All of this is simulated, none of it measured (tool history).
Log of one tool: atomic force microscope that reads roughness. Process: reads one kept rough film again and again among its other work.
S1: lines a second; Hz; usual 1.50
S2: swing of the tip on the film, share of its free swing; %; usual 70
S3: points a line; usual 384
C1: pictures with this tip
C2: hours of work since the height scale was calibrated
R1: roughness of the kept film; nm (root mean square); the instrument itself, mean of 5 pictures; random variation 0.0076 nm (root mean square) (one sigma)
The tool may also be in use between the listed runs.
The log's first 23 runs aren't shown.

| run | day | S1 | S2 | S3 | C1 | C2 | R1 |
|---|---|---|---|---|---|---|---|
| 24 | 19.296 | 2.55 | 70 | 360 | 245 | 665 | 1.438 |
| 25 | 19.888 | 3.00 | 70 | 452 | 258 | 672 | 1.413 |
| 26 | 20.733 | 3.00 | 70 | 452 | 278 | 682 | 1.416 |
| 27 | 21.754 | 0.87 | 74 | 272 | 302 | 694 | 1.548 |
| 28 | 22.233 | 3.92 | 90 | 681 | 313 | 699 | 1.002 |
| 29 | 23.083 | 3.92 | 90 | 681 | 332 | 710 | 0.991 |
| 30 | 23.629 | 3.92 | 90 | 681 | 345 | 716 | 1.007 |
|  | 23.992 | new tip fitted |
| 31 | 24.117 | 1.04 | 60 | 824 | 3 | 722 | 1.748 |
| 32 | 24.621 | 0.91 | 80 | 777 | 14 | 728 | 1.643 |
| 33 | 25.138 | 0.91 | 80 | 777 | 26 | 734 | 1.649 |
| 34 | 26.271 | 2.96 | 78 | 663 | 52 | 747 | 1.390 |
| 35 | 26.775 | 1.89 | 56 | 365 | 64 | 753 | 1.676 |

Forecast each of these 4 alternatives for the next run:
| A | 27.838 | 2.07 | 71 | 365 | 89 | 766 | ? |
| B | 27.838 | 0.51 | 58 | 365 | 89 | 766 | ? |
| C | 27.838 | 1.89 | 77 | 365 | 89 | 766 | ? |
| D | 27.838 | 1.89 | 68 | 520 | 89 | 766 | ? |

| run | R1 |
|---|---|
| A | 1.545 |
| B | 1.714 |
| C | 1.487 |
| D | 1.601 |
Without the tool's hidden state the same runs would have given:
| run | R1 |
|---|---|
| A | 1.565 |
| B | 1.737 |
| C | 1.506 |
| D | 1.623 |

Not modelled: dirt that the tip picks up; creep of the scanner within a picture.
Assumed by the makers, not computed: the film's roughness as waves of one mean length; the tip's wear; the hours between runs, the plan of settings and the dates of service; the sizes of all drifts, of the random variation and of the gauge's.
